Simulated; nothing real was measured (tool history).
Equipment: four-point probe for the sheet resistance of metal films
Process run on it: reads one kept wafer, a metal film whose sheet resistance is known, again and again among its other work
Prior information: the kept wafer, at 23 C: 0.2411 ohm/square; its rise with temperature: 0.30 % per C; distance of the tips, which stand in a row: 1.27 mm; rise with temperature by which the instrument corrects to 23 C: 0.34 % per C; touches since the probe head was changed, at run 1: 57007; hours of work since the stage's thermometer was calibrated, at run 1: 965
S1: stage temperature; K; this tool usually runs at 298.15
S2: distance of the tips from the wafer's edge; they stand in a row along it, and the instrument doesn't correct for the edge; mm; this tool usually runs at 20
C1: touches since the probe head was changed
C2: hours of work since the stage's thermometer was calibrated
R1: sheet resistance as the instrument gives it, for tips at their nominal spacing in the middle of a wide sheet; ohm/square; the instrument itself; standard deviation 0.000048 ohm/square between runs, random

run,hour,S1,S2,C1,C2,R1
1,0.0,298.15,20,57007,965,0.239505
2,65.7,298.15,20,61263,1016,0.239352
# hour 89.3: new probe head fitted
3,164.0,298.15,20,4839,1091,0.242007
4,260.1,298.15,20,11063,1166,0.241882
5,311.1,298.15,20,14363,1205,0.241874
6,396.3,298.15,20,19886,1271,0.241646
7,444.3,298.15,20,22995,1308,0.241608
8,518.7,307.15,20,27811,1365,0.240547
9,626.5,307.15,20,34795,1449,0.240430
10,689.2,307.15,20,38853,1497,0.240248
11,736.8,307.15,20,41940,1534,0.240242
12,820.9,298.15,20,47384,1599,0.240834
13,917.1,298.15,20,53616,1673,0.240754
14,1032.3,298.15,20,61080,1763,0.240533
# hour 1056.0: new probe head fitted
# hour 1112.3: stage's thermometer calibrated
15,1122.4,298.15,20,4269,8,0.242117
16,1219.5,298.15,20,10558,83,0.241980
17,1279.2,292.15,48,14425,129,0.241992
18,1352.9,293.15,23,19193,186,0.241977
19,1426.5,293.15,4,23960,243,0.253941
20,1535.0,293.15,73,30989,327,0.241337
21,1597.2,304.15,20,35018,375,0.240763
22,1648.1,304.15,20,38320,414,0.240708
23,1745.4,297.15,23,44622,489,0.240955
24,1853.8,298.15,10,51641,573,0.242410
25,1909.6,295.15,4,55253,616,0.252710
26,1983.3,294.15,9,60027,673,0.242932

Each row is a separate what-if for the run after 26, all from the same tool condition, not one after another. Results?
# hour 2028.3: new probe head fitted
A,2048.0,292.15,24,1279,723,?
# hour 2028.3: new probe head fitted
B,2048.0,295.15,20,1279,723,?
# hour 2028.3: new probe head fitted
C,2048.0,305.15,14,1279,723,?

run,R1
A,0.240377
B,0.240304
C,0.239930
Had the tool no hidden state, the same runs would have come out as:
run,R1
A,0.241812
B,0.241737
C,0.241358

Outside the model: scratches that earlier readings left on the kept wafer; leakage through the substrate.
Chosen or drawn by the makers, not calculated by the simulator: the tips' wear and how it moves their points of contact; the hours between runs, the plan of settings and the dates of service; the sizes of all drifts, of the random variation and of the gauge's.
